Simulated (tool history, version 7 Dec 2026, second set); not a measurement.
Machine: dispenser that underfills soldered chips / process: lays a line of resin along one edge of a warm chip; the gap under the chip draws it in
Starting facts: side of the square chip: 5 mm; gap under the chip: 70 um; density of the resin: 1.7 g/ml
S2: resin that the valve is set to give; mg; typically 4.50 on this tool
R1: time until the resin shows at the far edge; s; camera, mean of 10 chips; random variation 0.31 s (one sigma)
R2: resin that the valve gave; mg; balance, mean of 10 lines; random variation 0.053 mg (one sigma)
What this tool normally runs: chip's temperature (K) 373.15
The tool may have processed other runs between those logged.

run 1 hour=0.0 | chip's_temperature_(K)=373.15 S2=4.50 | R1=10.7 R2=4.19
-- hour=3.8 new syringe of resin
run 2 hour=9.9 | chip's_temperature_(K)=373.15 S2=4.50 | R1=10.8 R2=4.23
-- hour=15.2 new syringe of resin
run 3 hour=20.1 | chip's_temperature_(K)=383.15 S2=4.50 | R1=7.4 R2=4.28
-- hour=26.1 new syringe of resin
run 4 hour=30.2 | chip's_temperature_(K)=383.15 S2=4.50 | R1=7.0 R2=4.33
-- hour=37.2 new syringe of resin
run 5 hour=39.5 | chip's_temperature_(K)=383.15 S2=4.50 | R1=6.6 R2=4.17
run 6 hour=45.2 | chip's_temperature_(K)=383.15 S2=4.50 | R1=8.1 R2=4.24
-- hour=48.4 new syringe of resin
run 7 hour=50.3 | chip's_temperature_(K)=367.15 S2=4.12 | R1=10.4 R2=3.86
-- hour=60.1 new syringe of resin
run 8 hour=61.4 | chip's_temperature_(K)=370.15 S2=4.12 | R1=9.1 R2=3.83
run 9 hour=66.6 | chip's_temperature_(K)=359.15 S2=5.22 | R1=16.4 R2=4.90
-- hour=71.0 new syringe of resin
run 10 hour=76.9 | chip's_temperature_(K)=369.15 S2=5.81 | R1=11.9 R2=5.42
-- hour=81.9 new syringe of resin
run 11 hour=83.2 | chip's_temperature_(K)=369.15 S2=5.81 | R1=8.8 R2=5.33

Some steps in R1, run to run, broken into two amounts with sign: the step expected even without the hidden condition (settings, incoming material, random variation), and the rest, left for the hidden condition together with whatever gauge scatter is not in both the measured and the hidden-condition-free result:
Hidden state at play: resin's viscosity, % of fresh resin's; dose that the valve gives, % of what is set; true chip temperature over the reading, C; drift of the gauge itself on fill_s, %; drift of the gauge itself on given_mg, %.
Run 8 -> 9: chip's temperature (K) 370.15 -> 359.15, S2 4.12 -> 5.22. R1 +7.3 s: hidden state +3.7, all else +3.6.
